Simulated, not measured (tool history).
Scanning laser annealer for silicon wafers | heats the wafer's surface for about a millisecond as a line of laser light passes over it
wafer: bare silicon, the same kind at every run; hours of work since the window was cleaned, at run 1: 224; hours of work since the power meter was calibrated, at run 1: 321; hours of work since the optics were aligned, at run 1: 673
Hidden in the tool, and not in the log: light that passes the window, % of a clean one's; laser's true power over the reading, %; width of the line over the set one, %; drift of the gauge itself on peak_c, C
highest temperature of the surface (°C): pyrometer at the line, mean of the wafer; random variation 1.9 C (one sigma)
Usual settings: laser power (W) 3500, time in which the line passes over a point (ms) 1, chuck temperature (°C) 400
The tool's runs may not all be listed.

run   hour  laser power (W)  time in which the line passes over a point (ms)  chuck temperature (°C)  hours of work since the window was cleaned  hours of work since the power meter was calibrated  hours of work since the optics were aligned  highest temperature of the surface (°C)
  1      0             3500                                                1                     400                                         224                                                 321                                          673                                     1233
  2   14.6             3500                                                1                     400                                         232                                                 329                                          681                                     1234
  3   31.8             3500                                                1                     400                                         242                                                 339                                          691                                     1237
  4   44.8             3500                                                1                     400                                         249                                                 346                                          698                                     1234
  5   59.9             3500                                                1                     400                                         258                                                 354                                          707                                     1234
  6   67.4             3500                                                1                     400                                         262                                                 359                                          711                                     1233
  7   80.4             3500                                                1                     395                                         269                                                 366                                          718                                     1232
  8   88.4             3500                                                1                     395                                         274                                                 370                                          722                                     1232
  9  102.3             3500                                                1                     395                                         281                                                 378                                          730                                     1234
 10  120.5             3500                                                1                     395                                         291                                                 388                                          740                                     1231
 11  127.8             3656                                             0.86                     427                                         296                                                 392                                          744                                     1240
 12  140.8             3500                                             0.71                     400                                         303                                                 400                                          752                                     1110
 13  151.4             3781                                              1.2                     400                                         309                                                 406                                          758                                     1386
 14  159.1             3066                                                1                     432                                         313                                                 410                                          762                                     1164
 15  171.6             3066                                                1                     432                                         320                                                 417                                          769                                     1166
 16  183.7             3380                                             1.02                     432                                         327                                                 424                                          776                                     1245
 17  196.9             3380                                             1.02                     432                                         334                                                 431                                          783                                     1247
 18  213.5             3394                                             1.07                     399                                         344                                                 440                                          792                                     1235
 19  231.2             3730                                                1                     400                                         353                                                 450                                          802                                     1291

3 ways to go on from here, each from the tool as it stands after run 19. What would each give?
  A  247.9             3526                                             0.71                     377                                         363                                                 460                                          812                                        ?
  B  247.9             3730                                             0.97                     368                                         363                                                 460                                          812                                        ?
  C  247.9             3275                                                1                     367                                         363                                                 460                                          812                                        ?

run  highest temperature of the surface (°C)
  A                                     1089
  B                                     1244
  C                                     1151
Without the tool's hidden state the same runs would have given:
run  highest temperature of the surface (°C)
  A                                     1089
  B                                     1245
  C                                     1151
